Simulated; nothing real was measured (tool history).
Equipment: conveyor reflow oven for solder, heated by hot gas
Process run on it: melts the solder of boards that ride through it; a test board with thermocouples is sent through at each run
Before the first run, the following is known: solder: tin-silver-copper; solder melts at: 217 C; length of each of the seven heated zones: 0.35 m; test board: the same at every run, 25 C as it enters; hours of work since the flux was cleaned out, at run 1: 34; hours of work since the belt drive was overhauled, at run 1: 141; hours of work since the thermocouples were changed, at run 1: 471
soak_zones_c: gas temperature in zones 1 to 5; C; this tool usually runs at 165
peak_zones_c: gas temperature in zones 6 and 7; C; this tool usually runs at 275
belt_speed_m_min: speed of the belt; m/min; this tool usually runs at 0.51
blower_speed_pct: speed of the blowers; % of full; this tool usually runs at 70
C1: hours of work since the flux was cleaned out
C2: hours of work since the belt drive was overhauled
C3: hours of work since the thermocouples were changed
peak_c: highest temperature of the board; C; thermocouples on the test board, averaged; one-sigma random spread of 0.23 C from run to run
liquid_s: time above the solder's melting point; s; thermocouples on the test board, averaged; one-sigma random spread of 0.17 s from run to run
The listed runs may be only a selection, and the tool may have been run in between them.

{"run": 1, "day": 0.0, "soak_zones_c": 165, "peak_zones_c": 275, "belt_speed_m_min": 0.51, "blower_speed_pct": 70, "C1": 34, "C2": 141, "C3": 471, "peak_c": 256.1, "liquid_s": 61.1}
{"run": 2, "day": 0.367, "soak_zones_c": 165, "peak_zones_c": 275, "belt_speed_m_min": 0.505, "blower_speed_pct": 70, "C1": 38, "C2": 145, "C3": 475, "peak_c": 256.4, "liquid_s": 61.6}
{"run": 3, "day": 0.654, "soak_zones_c": 165, "peak_zones_c": 275, "belt_speed_m_min": 0.505, "blower_speed_pct": 70, "C1": 41, "C2": 148, "C3": 478, "peak_c": 256.6, "liquid_s": 61.5}
{"run": 4, "day": 0.983, "soak_zones_c": 165, "peak_zones_c": 272, "belt_speed_m_min": 0.505, "blower_speed_pct": 70, "C1": 45, "C2": 152, "C3": 481, "peak_c": 254.1, "liquid_s": 59.6}
{"run": 5, "day": 1.362, "soak_zones_c": 165, "peak_zones_c": 272, "belt_speed_m_min": 0.447, "blower_speed_pct": 70, "C1": 49, "C2": 156, "C3": 486, "peak_c": 257.6, "liquid_s": 72.3}
{"run": 6, "day": 1.558, "soak_zones_c": 165, "peak_zones_c": 272, "belt_speed_m_min": 0.447, "blower_speed_pct": 70, "C1": 51, "C2": 158, "C3": 488, "peak_c": 257.8, "liquid_s": 72}
{"run": 7, "day": 2.012, "soak_zones_c": 165, "peak_zones_c": 272, "belt_speed_m_min": 0.458, "blower_speed_pct": 70, "C1": 56, "C2": 163, "C3": 493, "peak_c": 257.6, "liquid_s": 69.7}
{"run": 8, "day": 2.204, "soak_zones_c": 165, "peak_zones_c": 285, "belt_speed_m_min": 0.51, "blower_speed_pct": 70, "C1": 58, "C2": 165, "C3": 495, "peak_c": 264.9, "liquid_s": 66.3}
{"run": 9, "day": 2.467, "soak_zones_c": 165, "peak_zones_c": 285, "belt_speed_m_min": 0.51, "blower_speed_pct": 70, "C1": 61, "C2": 168, "C3": 498, "peak_c": 264.5, "liquid_s": 66.4}
{"run": 10, "day": 2.85, "soak_zones_c": 165, "peak_zones_c": 275, "belt_speed_m_min": 0.51, "blower_speed_pct": 62, "C1": 65, "C2": 172, "C3": 502, "peak_c": 252.4, "liquid_s": 57.4}

Forecast run 11:
{"run": 11, "day": 3.238, "soak_zones_c": 165, "peak_zones_c": 275, "belt_speed_m_min": 0.51, "blower_speed_pct": 62, "C1": 69, "C2": 176, "C3": 506, "peak_c": "?", "liquid_s": "?"}

peak_c: 252.5 C
liquid_s: 57.2 s
Were there no unlogged condition in the tool, this run, its random variation unchanged, would have produced peak_c 251.7 C, liquid_s 56.6 s.
